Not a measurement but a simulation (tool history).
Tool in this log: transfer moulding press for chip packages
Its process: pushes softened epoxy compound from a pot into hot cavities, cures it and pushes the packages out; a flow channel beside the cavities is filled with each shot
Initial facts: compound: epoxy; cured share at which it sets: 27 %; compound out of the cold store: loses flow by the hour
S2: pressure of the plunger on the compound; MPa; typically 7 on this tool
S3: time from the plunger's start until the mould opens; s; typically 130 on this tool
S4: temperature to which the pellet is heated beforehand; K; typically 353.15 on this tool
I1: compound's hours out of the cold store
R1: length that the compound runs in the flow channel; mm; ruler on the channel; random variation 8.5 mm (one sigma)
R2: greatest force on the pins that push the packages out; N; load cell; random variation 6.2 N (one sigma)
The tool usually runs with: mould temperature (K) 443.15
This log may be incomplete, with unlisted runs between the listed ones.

run 1 hour=0 | mould_temperature_(K)=443.15 S2=7 S3=130 S4=353.15 | I1=29.8 | R1=837 R2=341
-- hour=16.2 cavities cleaned with cleaning compound and waxed
run 2 hour=32.2 | mould_temperature_(K)=443.15 S2=7 S3=130 S4=353.15 | I1=22.2 | R1=901 R2=449
run 3 hour=59.8 | mould_temperature_(K)=443.15 S2=7 S3=130 S4=355.15 | I1=39 | R1=777 R2=450
-- hour=64.5 cavities cleaned with cleaning compound and waxed
-- hour=86.6 cavities cleaned with cleaning compound and waxed, once more
run 4 hour=92.3 | mould_temperature_(K)=443.15 S2=7 S3=156 S4=355.15 | I1=26.4 | R1=848 R2=241
run 5 hour=124.4 | mould_temperature_(K)=443.15 S2=7 S3=130 S4=353.15 | I1=39.4 | R1=758 R2=339
-- hour=134.5 cavities cleaned with cleaning compound and waxed
-- hour=156.4 plunger's sealing rings changed
run 6 hour=167.8 | mould_temperature_(K)=443.15 S2=7 S3=130 S4=353.15 | I1=31 | R1=905 R2=330
-- hour=184 cavities cleaned with cleaning compound and waxed
run 7 hour=201.9 | mould_temperature_(K)=443.15 S2=7 S3=130 S4=353.15 | I1=19.5 | R1=982 R2=297
run 8 hour=228.9 | mould_temperature_(K)=443.15 S2=7 S3=130 S4=353.15 | I1=28 | R1=917 R2=369
-- hour=233 cavities cleaned with cleaning compound and waxed
run 9 hour=261.9 | mould_temperature_(K)=443.15 S2=7 S3=130 S4=353.15 | I1=43.5 | R1=815 R2=324
-- hour=280 cavities cleaned with cleaning compound and waxed
run 10 hour=299.9 | mould_temperature_(K)=443.15 S2=7 S3=130 S4=353.15 | I1=40.2 | R1=842 R2=301
-- hour=328 cavities cleaned with cleaning compound and waxed
run 11 hour=332.8 | mould_temperature_(K)=443.15 S2=7 S3=130 S4=353.15 | I1=24.4 | R1=929 R2=256
run 12 hour=366.9 | mould_temperature_(K)=443.15 S2=7 S3=130 S4=353.15 | I1=26.9 | R1=883 R2=342
-- hour=375.6 cavities cleaned with cleaning compound and waxed
-- hour=388.1 mould's thermocouples calibrated
run 13 hour=399.4 | mould_temperature_(K)=444.15 S2=7 S3=130 S4=353.15 | I1=21.1 | R1=917 R2=313
-- hour=427.2 cavities cleaned with cleaning compound and waxed
run 14 hour=433.9 | mould_temperature_(K)=444.15 S2=7 S3=130 S4=353.15 | I1=44.3 | R1=773 R2=269
run 15 hour=460.9 | mould_temperature_(K)=443.15 S2=8.08 S3=135 S4=353.15 | I1=39.8 | R1=851 R2=346
-- hour=474 cavities cleaned with cleaning compound and waxed
run 16 hour=488.6 | mould_temperature_(K)=443.15 S2=8.08 S3=163 S4=363.15 | I1=14 | R1=1033 R2=278
run 17 hour=511.7 | mould_temperature_(K)=443.15 S2=8.08 S3=163 S4=363.15 | I1=39.9 | R1=834 R2=333
-- hour=522.6 cavities cleaned with cleaning compound and waxed
run 18 hour=531 | mould_temperature_(K)=443.15 S2=7 S3=155 S4=352.15 | I1=17.1 | R1=936 R2=256
run 19 hour=567.5 | mould_temperature_(K)=443.15 S2=7 S3=155 S4=352.15 | I1=47.6 | R1=727 R2=345
-- hour=570.7 cavities cleaned with cleaning compound and waxed
run 20 hour=599.3 | mould_temperature_(K)=450.15 S2=5.24 S3=114 S4=362.15 | I1=11.8 | R1=802 R2=302
-- hour=619.6 cavities cleaned with cleaning compound and waxed
run 21 hour=625 | mould_temperature_(K)=444.15 S2=8.1 S3=130 S4=353.15 | I1=34 | R1=862 R2=249
run 22 hour=652.3 | mould_temperature_(K)=438.15 S2=7.26 S3=145 S4=354.15 | I1=33.7 | R1=842 R2=360
-- hour=666.3 cavities cleaned with cleaning compound and waxed
run 23 hour=679.8 | mould_temperature_(K)=443.15 S2=6.93 S3=133 S4=356.15 | I1=47.2 | R1=711 R2=275
-- hour=693.3 plunger's sealing rings changed
-- hour=715.5 cavities cleaned with cleaning compound and waxed
run 24 hour=718.8 | mould_temperature_(K)=443.15 S2=6.93 S3=133 S4=356.15 | I1=29.8 | R1=918 R2=237
run 25 hour=758.1 | mould_temperature_(K)=446.15 S2=6.77 S3=133 S4=361.15 | I1=23.6 | R1=915 R2=342
-- hour=762.8 cavities cleaned with cleaning compound and waxed
run 26 hour=780.1 | mould_temperature_(K)=443.15 S2=8.13 S3=130 S4=350.15 | I1=41.6 | R1=896 R2=285
-- hour=810.7 cavities cleaned with cleaning compound and waxed
run 27 hour=813.8 | mould_temperature_(K)=449.15 S2=6.88 S3=130 S4=361.15 | I1=44 | R1=768 R2=239

What if the next run were any one of these 4? Each begins from the tool's condition after run 27:
run A hour=841.4 | mould_temperature_(K)=449.15 S2=6.88 S3=157 S4=352.15 | I1=29.7 | R1=? R2=?
run B hour=841.4 | mould_temperature_(K)=437.15 S2=6.88 S3=130 S4=346.15 | I1=26.6 | R1=? R2=?
run C hour=841.4 | mould_temperature_(K)=442.15 S2=6.88 S3=113 S4=348.15 | I1=28.3 | R1=? R2=?
run D hour=841.4 | mould_temperature_(K)=443.15 S2=7 S3=119 S4=353.15 | I1=13.9 | R1=? R2=?

run=A R1=854 R2=305
run=B R1=944 R2=408
run=C R1=894 R2=364
run=D R1=997 R2=341
With the hidden condition removed and each run's random variation left untouched, the same runs would have given:
run=A R1=886 R2=217
run=B R1=980 R2=304
run=C R1=927 R2=270
run=D R1=1034 R2=249

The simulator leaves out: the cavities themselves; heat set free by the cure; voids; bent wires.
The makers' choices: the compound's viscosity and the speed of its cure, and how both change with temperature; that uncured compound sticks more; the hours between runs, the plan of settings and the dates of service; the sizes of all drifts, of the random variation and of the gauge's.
